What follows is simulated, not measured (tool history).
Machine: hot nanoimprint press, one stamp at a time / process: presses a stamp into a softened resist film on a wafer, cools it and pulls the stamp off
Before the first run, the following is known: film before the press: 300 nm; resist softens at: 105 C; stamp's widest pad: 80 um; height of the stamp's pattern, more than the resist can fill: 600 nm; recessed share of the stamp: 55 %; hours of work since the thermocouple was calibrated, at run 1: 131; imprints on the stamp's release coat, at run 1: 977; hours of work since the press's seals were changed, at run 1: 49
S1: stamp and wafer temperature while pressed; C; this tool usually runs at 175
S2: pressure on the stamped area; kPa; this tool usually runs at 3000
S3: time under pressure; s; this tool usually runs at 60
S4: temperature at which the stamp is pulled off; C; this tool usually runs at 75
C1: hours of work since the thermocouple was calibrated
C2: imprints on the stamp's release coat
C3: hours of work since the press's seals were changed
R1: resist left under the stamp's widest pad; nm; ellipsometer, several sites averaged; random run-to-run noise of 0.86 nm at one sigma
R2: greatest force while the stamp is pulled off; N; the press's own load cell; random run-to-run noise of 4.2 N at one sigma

Run 1, day 0: usual settings; C1 131; C2 977; C3 49. Result: R1 117.8 nm, R2 227 N.
Run 2, day 0.571: usual settings; C1 140; C2 1045; C3 58. Result: R1 119.9 nm, R2 228 N.
Run 3, day 1.196: usual settings but S3 44 s; C1 150; C2 1120; C3 68. Result: R1 133.2 nm, R2 234 N.
At day 1.942: stamp cleaned and given a new release coat.
Run 4, day 1.942: usual settings but S3 44 s; C1 158; C2 0; C3 76. Result: R1 134.9 nm, R2 198 N.
Run 5, day 2.529: usual settings but S3 44 s; C1 168; C2 71; C3 86. Result: R1 135 nm, R2 201 N.
Run 6, day 2.817: usual settings but S1 165 C; C1 172; C2 105; C3 91. Result: R1 190.8 nm, R2 216 N.
Run 7, day 3.346: usual settings but S3 30 s, S4 72 C; C1 181; C2 169; C3 99. Result: R1 153.2 nm, R2 231 N.
At day 3.508: plate thermocouple calibrated.
Run 8, day 3.912: usual settings but S3 30 s, S4 72 C; C1 7; C2 222; C3 106. Result: R1 152.5 nm, R2 218 N.
Run 9, day 4.379: usual settings but S3 30 s, S4 72 C; C1 14; C2 278; C3 114. Result: R1 154.6 nm, R2 224 N.
Run 10, day 4.8: usual settings but S2 4240 kPa, S3 62 s; C1 21; C2 328; C3 121. Result: R1 99.2 nm, R2 212 N.

Alternative continuations, all from the tool just after run 10; predict every row:
Run A, day 5.121: usual settings but S1 172 C; C1 26; C2 367; C3 126. Result: R1 ?, R2 ?.
Run B, day 5.121: usual settings but S1 163 C, S2 4470 kPa, S3 62 s; C1 26; C2 367; C3 126. Result: R1 ?, R2 ?.
Run C, day 5.121: usual settings but S2 2510 kPa, S3 72 s, S4 76 C; C1 26; C2 367; C3 126. Result: R1 ?, R2 ?.
Run D, day 5.121: usual settings but S2 1910 kPa, S3 75 s; C1 26; C2 367; C3 126. Result: R1 ?, R2 ?.
Run E, day 5.121: usual settings but S2 1970 kPa, S3 62 s, S4 76 C; C1 26; C2 367; C3 126. Result: R1 ?, R2 ?.

run     R1   R2
  A    138  220
  B  177.5  216
  C  124.2  207
  D  137.5  210
  E  144.5  208
With no hidden state in the tool, these same runs would have given:
run     R1   R2
  A  134.1  209
  B  172.4  205
  C  120.7  196
  D  133.9  200
  E  140.8  198
